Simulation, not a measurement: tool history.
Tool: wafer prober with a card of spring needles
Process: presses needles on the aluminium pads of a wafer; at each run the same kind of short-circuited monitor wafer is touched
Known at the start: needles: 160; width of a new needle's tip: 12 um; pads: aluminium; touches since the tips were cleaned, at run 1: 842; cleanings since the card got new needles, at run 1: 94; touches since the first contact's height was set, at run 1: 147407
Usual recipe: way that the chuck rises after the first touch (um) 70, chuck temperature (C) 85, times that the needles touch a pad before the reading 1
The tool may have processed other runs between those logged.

run,hour,way that the chuck rises after the first touch (um),chuck temperature (C),times that the needles touch a pad before the reading,touches since the tips were cleaned,cleanings since the card got new needles,touches since the first contact's height was set,resistance of one needle with its contact and lead (mohm),way that a needle slides on the pad (um)
1,0,70,85,1,842,94,147407,258,17.39
# hour 6.2: tips cleaned on abrasive film
# hour 16.6: tips cleaned on abrasive film
# hour 26.9: tips cleaned on abrasive film
# hour 37.2: tips cleaned on abrasive film
# hour 47.6: tips cleaned on abrasive film
# hour 57.9: tips cleaned on abrasive film
2,61.8,70,85,1,1463,100,170128,264,16.94
# hour 68.1: tips cleaned on abrasive film
# hour 78.4: tips cleaned on abrasive film
# hour 88.7: tips cleaned on abrasive film
# hour 93.1: height of the first contact set anew
# hour 97.3: tips cleaned on abrasive film
# hour 105.6: tips cleaned on abrasive film
# hour 116: tips cleaned on abrasive film
# hour 124.2: tips cleaned on abrasive film
3,128.2,70,85,1,1470,107,12861,257,17.07
# hour 134.5: tips cleaned on abrasive film
# hour 142.7: tips cleaned on abrasive film
# hour 153.1: tips cleaned on abrasive film
# hour 161.4: tips cleaned on abrasive film
# hour 169.6: tips cleaned on abrasive film
# hour 180: tips cleaned on abrasive film
# hour 190.3: tips cleaned on abrasive film
# hour 199.4: tips cleaned on abrasive film
4,199.4,70,85,1,0,115,38969,262,17.18
# hour 209.7: tips cleaned on abrasive film
# hour 218: tips cleaned on abrasive film
# hour 226.3: tips cleaned on abrasive film
# hour 234.6: tips cleaned on abrasive film
5,240.5,70,85,1,2184,119,54063,257,17.22
# hour 244.7: tips cleaned on abrasive film
# hour 252.9: tips cleaned on abrasive film
# hour 263.3: tips cleaned on abrasive film
# hour 271.6: tips cleaned on abrasive film
# hour 281.9: tips cleaned on abrasive film
6,288.1,54,85,1,2317,124,71569,261,13.23
# hour 290.3: tips cleaned on abrasive film
# hour 298.6: tips cleaned on abrasive film
# hour 308.9: tips cleaned on abrasive film
# hour 317.2: tips cleaned on abrasive film
# hour 327.5: tips cleaned on abrasive film
# hour 335.8: tips cleaned on abrasive film
# hour 346.1: tips cleaned on abrasive film
7,349,54,85,1,1060,131,93885,261,13.08
# hour 355.2: tips cleaned on abrasive film
# hour 365.6: tips cleaned on abrasive film
# hour 373.9: tips cleaned on abrasive film
# hour 384.2: tips cleaned on abrasive film
8,391.1,70,85,1,2554,135,109349,260,17.16
# hour 393.2: tips cleaned on abrasive film
# hour 401.5: tips cleaned on abrasive film
# hour 409.8: tips cleaned on abrasive film
# hour 420.1: tips cleaned on abrasive film
# hour 430.5: tips cleaned on abrasive film
# hour 440.8: tips cleaned on abrasive film
# hour 449.1: tips cleaned on abrasive film
9,451.2,70,85,1,763,142,131376,256,17.4
# hour 459.2: tips cleaned on abrasive film
# hour 469.5: tips cleaned on abrasive film
# hour 479.9: tips cleaned on abrasive film
10,482.9,70,85,1,1110,145,143032,259,17.29
# hour 489.1: tips cleaned on abrasive film
# hour 499.4: tips cleaned on abrasive film
# hour 507.7: tips cleaned on abrasive film
# hour 518.1: tips cleaned on abrasive film
# hour 526.4: tips cleaned on abrasive film
# hour 536.7: tips cleaned on abrasive film
11,543.7,70,85,1,2604,151,165381,258,16.9
# hour 545.9: tips cleaned on abrasive film
# hour 556.2: tips cleaned on abrasive film
# hour 564.5: tips cleaned on abrasive film
# hour 572.8: tips cleaned on abrasive film
# hour 583.1: tips cleaned on abrasive film
# hour 587.5: height of the first contact set anew
# hour 593.2: tips cleaned on abrasive film
12,593.2,70,85,1,0,157,2091,260,17.08
# hour 601.5: tips cleaned on abrasive film
# hour 611.9: tips cleaned on abrasive film
# hour 622.2: tips cleaned on abrasive film
# hour 630.5: tips cleaned on abrasive film
# hour 638.8: tips cleaned on abrasive film
# hour 647.1: tips cleaned on abrasive film
# hour 657.4: tips cleaned on abrasive film
# hour 665.7: tips cleaned on abrasive film
13,665.9,59,61,1,81,165,28751,252,14.63
# hour 674.2: tips cleaned on abrasive film
# hour 684.5: tips cleaned on abrasive film
# hour 692.8: tips cleaned on abrasive film
# hour 701.9: tips cleaned on abrasive film
14,701.9,68,40,1,0,169,41959,243,16.62
# hour 710.2: tips cleaned on abrasive film
# hour 718.5: tips cleaned on abrasive film
# hour 726.8: tips cleaned on abrasive film
# hour 735: tips cleaned on abrasive film
15,738.1,81,91,1,1147,173,55258,262,19.76
# hour 744.4: tips cleaned on abrasive film
# hour 756.4: card fitted with new needles
# hour 764.7: tips cleaned on abrasive film
# hour 775: tips cleaned on abrasive film
# hour 785.3: tips cleaned on abrasive film
# hour 795.7: tips cleaned on abrasive film
16,803.5,84,79,2,2921,4,17351,256,20.59
# hour 805.7: tips cleaned on abrasive film
# hour 816: tips cleaned on abrasive film
# hour 824.3: tips cleaned on abrasive film
# hour 834.6: tips cleaned on abrasive film
# hour 842.9: tips cleaned on abrasive film
17,844.2,84,55,2,456,9,32236,249,20.49
# hour 852.5: tips cleaned on abrasive film
# hour 860.7: tips cleaned on abrasive film
# hour 871.1: tips cleaned on abrasive film
# hour 881.4: tips cleaned on abrasive film
# hour 889.7: tips cleaned on abrasive film
# hour 900: tips cleaned on abrasive film
18,904.6,52,92,2,1676,15,54417,266,12.79
# hour 908.7: tips cleaned on abrasive film
# hour 917: tips cleaned on abrasive film
# hour 927.4: tips cleaned on abrasive film
# hour 937.7: tips cleaned on abrasive film
# hour 948: tips cleaned on abrasive film
19,952.3,52,92,2,1578,20,71944,265,12.7
# hour 956.5: tips cleaned on abrasive film
# hour 964.7: tips cleaned on abrasive film
# hour 975.1: tips cleaned on abrasive film
# hour 983.4: tips cleaned on abrasive film
# hour 993.7: tips cleaned on abrasive film
20,999.5,52,92,2,2165,25,89286,261,12.94
# hour 1003.7: tips cleaned on abrasive film
# hour 1014.1: tips cleaned on abrasive film
# hour 1022.4: tips cleaned on abrasive film
# hour 1030.6: tips cleaned on abrasive film
21,1036.6,90,34,1,2219,29,102896,243,21.95
# hour 1040.8: tips cleaned on abrasive film
# hour 1049.1: tips cleaned on abrasive film
# hour 1057.4: tips cleaned on abrasive film
# hour 1067.7: tips cleaned on abrasive film
# hour 1076: tips cleaned on abrasive film
# hour 1086.4: tips cleaned on abrasive film
# hour 1094.6: tips cleaned on abrasive film
22,1102.2,70,98,1,2805,36,126965,261,17.16
# hour 1104.3: tips cleaned on abrasive film
# hour 1114.7: tips cleaned on abrasive film
# hour 1123: tips cleaned on abrasive film
# hour 1133.3: tips cleaned on abrasive film
# hour 1141.6: tips cleaned on abrasive film
# hour 1149.9: tips cleaned on abrasive film
# hour 1160.2: tips cleaned on abrasive film
# hour 1170.5: tips cleaned on abrasive film
23,1172.8,73,85,3,854,44,152878,257,18.06

How the hidden state differs across the entries between the runs, from the last listed run before each to the first after it:
After run 1, before run 2: tips cleaned on abrasive film (hour 6.2); tips cleaned on abrasive film (hour 16.6); tips cleaned on abrasive film (hour 26.9); tips cleaned on abrasive film (hour 37.2); tips cleaned on abrasive film (hour 47.6); tips cleaned on abrasive film (hour 57.9)
  debris on the tips, nm: 0.3 -> 0.4; way that the needles fall short of the set height, um: 0.02 -> 0.03
After run 2, before run 3: tips cleaned on abrasive film (hour 68.1); tips cleaned on abrasive film (hour 78.4); tips cleaned on abrasive film (hour 88.7); height of the first contact set anew (hour 93.1); tips cleaned on abrasive film (hour 97.3); tips cleaned on abrasive film (hour 105.6); tips cleaned on abrasive film (hour 116); tips cleaned on abrasive film (hour 124.2)
  way that the needles fall short of the set height, um: 0.03 -> 0
After run 3, before run 4: tips cleaned on abrasive film (hour 134.5); tips cleaned on abrasive film (hour 142.7); tips cleaned on abrasive film (hour 153.1); tips cleaned on abrasive film (hour 161.4); tips cleaned on abrasive film (hour 169.6); tips cleaned on abrasive film (hour 180); tips cleaned on abrasive film (hour 190.3); tips cleaned on abrasive film (hour 199.4)
  debris on the tips, nm: 0.4 -> 0.1; way that the needles fall short of the set height, um: 0 -> 0.01
After run 4, before run 5: tips cleaned on abrasive film (hour 209.7); tips cleaned on abrasive film (hour 218); tips cleaned on abrasive film (hour 226.3); tips cleaned on abrasive film (hour 234.6)
  debris on the tips, nm: 0.1 -> 0.6
After run 5, before run 6: tips cleaned on abrasive film (hour 244.7); tips cleaned on abrasive film (hour 252.9); tips cleaned on abrasive film (hour 263.3); tips cleaned on abrasive film (hour 271.6); tips cleaned on abrasive film (hour 281.9)
  no hidden state differs between the two runs
After run 6, before run 7: tips cleaned on abrasive film (hour 290.3); tips cleaned on abrasive film (hour 298.6); tips cleaned on abrasive film (hour 308.9); tips cleaned on abrasive film (hour 317.2); tips cleaned on abrasive film (hour 327.5); tips cleaned on abrasive film (hour 335.8); tips cleaned on abrasive film (hour 346.1)
  debris on the tips, nm: 0.6 -> 0.3; way that the needles fall short of the set height, um: 0.01 -> 0.02
After run 7, before run 8: tips cleaned on abrasive film (hour 355.2); tips cleaned on abrasive film (hour 365.6); tips cleaned on abrasive film (hour 373.9); tips cleaned on abrasive film (hour 384.2)
  debris on the tips, nm: 0.3 -> 0.7; tips' diameter, um: 12.02 -> 12.03
After run 8, before run 9: tips cleaned on abrasive film (hour 393.2); tips cleaned on abrasive film (hour 401.5); tips cleaned on abrasive film (hour 409.8); tips cleaned on abrasive film (hour 420.1); tips cleaned on abrasive film (hour 430.5); tips cleaned on abrasive film (hour 440.8); tips cleaned on abrasive film (hour 449.1)
  debris on the tips, nm: 0.7 -> 0.3
After run 9, before run 10: tips cleaned on abrasive film (hour 459.2); tips cleaned on abrasive film (hour 469.5); tips cleaned on abrasive film (hour 479.9)
  debris on the tips, nm: 0.3 -> 0.4
After run 10, before run 11: tips cleaned on abrasive film (hour 489.1); tips cleaned on abrasive film (hour 499.4); tips cleaned on abrasive film (hour 507.7); tips cleaned on abrasive film (hour 518.1); tips cleaned on abrasive film (hour 526.4); tips cleaned on abrasive film (hour 536.7)
  debris on the tips, nm: 0.4 -> 0.7; way that the needles fall short of the set height, um: 0.02 -> 0.03
After run 11, before run 12: tips cleaned on abrasive film (hour 545.9); tips cleaned on abrasive film (hour 556.2); tips cleaned on abrasive film (hour 564.5); tips cleaned on abrasive film (hour 572.8); tips cleaned on abrasive film (hour 583.1); height of the first contact set anew (hour 587.5); tips cleaned on abrasive film (hour 593.2)
  debris on the tips, nm: 0.7 -> 0.1; way that the needles fall short of the set height, um: 0.03 -> 0
After run 12, before run 13: tips cleaned on abrasive film (hour 601.5); tips cleaned on abrasive film (hour 611.9); tips cleaned on abrasive film (hour 622.2); tips cleaned on abrasive film (hour 630.5); tips cleaned on abrasive film (hour 638.8); tips cleaned on abrasive film (hour 647.1); tips cleaned on abrasive film (hour 657.4); tips cleaned on abrasive film (hour 665.7)
  no hidden state differs between the two runs
After run 13, before run 14: tips cleaned on abrasive film (hour 674.2); tips cleaned on abrasive film (hour 684.5); tips cleaned on abrasive film (hour 692.8); tips cleaned on abrasive film (hour 701.9)
  way that the needles fall short of the set height, um: 0 -> 0.01
After run 14, before run 15: tips cleaned on abrasive film (hour 710.2); tips cleaned on abrasive film (hour 718.5); tips cleaned on abrasive film (hour 726.8); tips cleaned on abrasive film (hour 735)
  debris on the tips, nm: 0.1 -> 0.4
After run 15, before run 16: tips cleaned on abrasive film (hour 744.4); card fitted with new needles (hour 756.4); tips cleaned on abrasive film (hour 764.7); tips cleaned on abrasive film (hour 775); tips cleaned on abrasive film (hour 785.3); tips cleaned on abrasive film (hour 795.7)
  debris on the tips, nm: 0.4 -> 0.7; way that the needles fall short of the set height, um: 0.01 -> 0; tips' diameter, um: 12.03 -> 12
After run 16, before run 17: tips cleaned on abrasive film (hour 805.7); tips cleaned on abrasive film (hour 816); tips cleaned on abrasive film (hour 824.3); tips cleaned on abrasive film (hour 834.6); tips cleaned on abrasive film (hour 842.9)
  debris on the tips, nm: 0.7 -> 0.2; way that the needles fall short of the set height, um: 0 -> 0.01
After run 17, before run 18: tips cleaned on abrasive film (hour 852.5); tips cleaned on abrasive film (hour 860.7); tips cleaned on abrasive film (hour 871.1); tips cleaned on abrasive film (hour 881.4); tips cleaned on abrasive film (hour 889.7); tips cleaned on abrasive film (hour 900)
  debris on the tips, nm: 0.2 -> 0.5
After run 18, before run 19: tips cleaned on abrasive film (hour 908.7); tips cleaned on abrasive film (hour 917); tips cleaned on abrasive film (hour 927.4); tips cleaned on abrasive film (hour 937.7); tips cleaned on abrasive film (hour 948)
  debris on the tips, nm: 0.5 -> 0.4
After run 19, before run 20: tips cleaned on abrasive film (hour 956.5); tips cleaned on abrasive film (hour 964.7); tips cleaned on abrasive film (hour 975.1); tips cleaned on abrasive film (hour 983.4); tips cleaned on abrasive film (hour 993.7)
  debris on the tips, nm: 0.4 -> 0.6
After run 20, before run 21: tips cleaned on abrasive film (hour 1003.7); tips cleaned on abrasive film (hour 1014.1); tips cleaned on abrasive film (hour 1022.4); tips cleaned on abrasive film (hour 1030.6)
  debris on the tips, nm: 0.6 -> 0.7; way that the needles fall short of the set height, um: 0.01 -> 0.02; tips' diameter, um: 12 -> 12.01
After run 21, before run 22: tips cleaned on abrasive film (hour 1040.8); tips cleaned on abrasive film (hour 1049.1); tips cleaned on abrasive film (hour 1057.4); tips cleaned on abrasive film (hour 1067.7); tips cleaned on abrasive film (hour 1076); tips cleaned on abrasive film (hour 1086.4); tips cleaned on abrasive film (hour 1094.6)
  no hidden state differs between the two runs
After run 22, before run 23: tips cleaned on abrasive film (hour 1104.3); tips cleaned on abrasive film (hour 1114.7); tips cleaned on abrasive film (hour 1123); tips cleaned on abrasive film (hour 1133.3); tips cleaned on abrasive film (hour 1141.6); tips cleaned on abrasive film (hour 1149.9); tips cleaned on abrasive film (hour 1160.2); tips cleaned on abrasive film (hour 1170.5)
  debris on the tips, nm: 0.7 -> 0.3
